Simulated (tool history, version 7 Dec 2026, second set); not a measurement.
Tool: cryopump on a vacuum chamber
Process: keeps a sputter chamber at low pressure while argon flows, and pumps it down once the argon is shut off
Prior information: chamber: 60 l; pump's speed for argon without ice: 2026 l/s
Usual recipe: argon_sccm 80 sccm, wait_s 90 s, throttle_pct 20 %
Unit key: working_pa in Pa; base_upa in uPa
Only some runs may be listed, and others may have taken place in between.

run    hour  argon_sccm  wait_s  throttle_pct  working_pa  base_upa
  1       0          80      90            20      0.3474      1.01
  2    38.8          80      90            20      0.3522      1.02
  3    79.9          80      90            20      0.3497      1.06
  4   114.6          80      90            19      0.3695      1.07
  5     161          80      90            19      0.3703      1.09
  6   211.7          80      90            19      0.3699      1.15
  7   243.2          80      90            19      0.3717      1.13
  8   277.8          80      90            19      0.3722      1.16
  9   317.9          38      90            20      0.1673      1.16
 10   352.6          38      90            20      0.1687      1.18
 11   390.9          65      90            20      0.2871      1.23
 12   425.4          65      90            20      0.2875      1.24
 13   452.7          35      90            20      0.1571      1.22
 14   496.6          35      90            20      0.1565      1.29
 15   528.6          35     210            20      0.1537      1.13
 16   558.8          35     210            20      0.1564      1.19
 17   590.7          35     210            20      0.1559      1.16
 18   626.3         143      60            20      0.6395      1.52
 19   663.4         143      60            20      0.6405      1.45
 20   713.6          80     160            20      0.3576      1.23
 21   740.4         158     230            52      0.3072      1.26
 22   793.6         158     230            52      0.3065      1.29
      825.8  -- pump warmed up, emptied and cooled again
 23   845.9         158     230            15      0.8814         1
 24   874.9          91      77            56      0.1376      1.15
 25   901.5         148      90            20      0.6205      1.15
 26   951.9          35      69            20       0.145      1.27
 27  1001.6          34      90            20      0.1418      1.22
 28  1035.5          34      90            20      0.1432      1.24
 29  1066.8          34      90            20      0.1418      1.24
 30    1119          95      27            29      0.2776      1.84
 31    1149          80      52            46      0.1499      1.46
 32  1172.6          80      90            37       0.184      1.27
 33  1215.7          52      90            57      0.0793      1.27
 34    1258         101     145            57      0.1533      1.22

Branching from run 34: 4 alternative next runs. What would each branch give?
  A  1293.5          80      29            20           ?         ?
  B  1293.5         101     152            51           ?         ?
  C  1293.5          57      23            16           ?         ?
  D  1293.5          77      40            17           ?         ?

run  working_pa  base_upa
  A      0.3378      1.84
  B      0.1699      1.23
  C       0.299      2.04
  D      0.3831      1.65
Without the tool's hidden state the same runs would have given:
run  working_pa  base_upa
  A       0.333      0.89
  B      0.1638      0.28
  C      0.2956      1.08
  D      0.3785      0.68
